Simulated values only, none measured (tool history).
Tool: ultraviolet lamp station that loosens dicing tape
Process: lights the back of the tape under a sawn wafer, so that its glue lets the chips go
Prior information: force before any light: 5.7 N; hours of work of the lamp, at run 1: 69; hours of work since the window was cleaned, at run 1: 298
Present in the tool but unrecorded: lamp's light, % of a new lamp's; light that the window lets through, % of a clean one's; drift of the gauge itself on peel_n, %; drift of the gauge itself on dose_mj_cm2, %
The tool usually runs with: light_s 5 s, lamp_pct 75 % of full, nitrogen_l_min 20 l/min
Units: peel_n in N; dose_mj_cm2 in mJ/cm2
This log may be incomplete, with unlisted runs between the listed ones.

run   hour  light_s  lamp_pct  nitrogen_l_min  hours of work of the lamp  hours of work since the window was cleaned  peel_n  dose_mj_cm2
  1      0        5        75              20                         69                                         298   0.567          311
  2   14.2        5        75              20                         77                                         306   0.593          311
        19  -- window cleaned of glue's vapour
  3     22        5        75              20                         81                                           2   0.452          366
  4   29.8        7        75              20                         86                                           6   0.267          509
  5   45.7        5        75              20                         95                                          15   0.468          361
  6   53.8        5        75              20                         99                                          20   0.461          359
  7     68        5        75              20                        107                                          28   0.466          359
  8   76.3        5        75              20                        112                                          32   0.483          357
  9   85.2        5        85              20                        117                                          37   0.389          401
 10   94.7        5        85              20                        123                                          43   0.375          400
 11  107.5        5        85              20                        130                                          50   0.374          400
 12  121.6        5        85              20                        138                                          58   0.389          399
 13  132.8        5        85              20                        144                                          64   0.374          398
 14  144.8        5        75              19                        151                                          71   0.523          345
 15  153.3        5        75              19                        156                                          76   0.498          342
 16  161.9        5        73              20                        161                                          81   0.536          331
 17  168.9        5        75              20                        164                                          85   0.491          348
 18  176.3        5        75              20                        169                                          89   0.516          341
 19  183.9        4        98              24                        173                                          93   0.432          359
 20  192.5        4        70              27                        178                                          98   0.763          248
 21  205.7        4        70              27                        185                                         105   0.756          253
 22  219.8        5        68               6                        193                                         113   0.988          301
 23  228.1        5        75              39                        198                                         118   0.448          330
 24  243.3        5        75              39                        206                                         127   0.414          333
 25  259.8        5        87              20                        216                                         136   0.417          380
 26  268.5        7        75              20                        221                                         141   0.322          464
 27  282.5        5        80              12                        229                                         149   0.603          344
 28  290.8        6        80              32                        233                                         154   0.333          416
 29  304.7        5        86              20                        241                                         161   0.446          367
 30  318.8        7        93              21                        249                                         169   0.249          557
 31    327        7        93              21                        254                                         174   0.242          545
 32  334.6        8        75              20                        258                                         178   0.286          506
 33  342.9        4        75               6                        263                                         183   1.305          253
 34  359.5        3       100              17                        272                                         192   0.941          254
 35    376        9        90              29                        282                                         202   0.217          673

5 options for the next run, each taken on its own from the tool as it stands now. Forecast them:
  A  383.4        8        63              11                        286                                         206       ?            ?
  B  383.4        4        90              29                        286                                         206       ?            ?
  C  383.4        3        85              21                        286                                         206       ?            ?
  D  383.4        8        90              11                        286                                         206       ?            ?
  E  383.4        9        68               9                        286                                         206       ?            ?

run  peel_n  dose_mj_cm2
  A   0.471          416
  B   0.572          298
  C   1.144          208
  D   0.276          587
  E   0.362          504
Without the tool's hidden state the same runs would have given:
run  peel_n  dose_mj_cm2
  A   0.347          509
  B   0.408          364
  C   0.832          255
  D   0.236          718
  E   0.281          617
